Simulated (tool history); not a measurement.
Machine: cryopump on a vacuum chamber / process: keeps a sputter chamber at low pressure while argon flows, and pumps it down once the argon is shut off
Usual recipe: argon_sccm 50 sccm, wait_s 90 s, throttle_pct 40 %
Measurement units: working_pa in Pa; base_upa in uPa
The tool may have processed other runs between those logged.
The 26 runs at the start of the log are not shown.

run,hour,argon_sccm,wait_s,throttle_pct,working_pa,base_upa
27,1807.2,65,75,25,0.2742,2.16
28,1900.7,65,75,25,0.2740,2.22
29,1954.1,65,75,57,0.1272,2.15
30,2030.3,65,75,57,0.1282,2.31
31,2073.6,50,80,58,0.0962,2.13
32,2162.1,92,228,23,0.4266,1.53
33,2219.1,32,91,44,0.0804,2.13
34,2259.4,32,91,44,0.0801,2.14

Below are 4 alternative next runs, each starting from the tool's condition after run 34. Predict each:
# hour 2290.3: pump warmed up, emptied and cooled again
A,2333.4,50,22,19,?,?
# hour 2290.3: pump warmed up, emptied and cooled again
B,2333.4,21,91,52,?,?
# hour 2290.3: pump warmed up, emptied and cooled again
C,2333.4,50,80,40,?,?
# hour 2290.3: pump warmed up, emptied and cooled again
D,2333.4,32,237,44,?,?

run,working_pa,base_upa
A,0.2697,4.77
B,0.0418,2.02
C,0.1300,2.10
D,0.0744,1.48
Take away the tool's hidden state, keep each run's random variation, and the runs would have read:
run,working_pa,base_upa
A,0.2677,3.88
B,0.0410,1.11
C,0.1280,1.21
D,0.0731,0.57
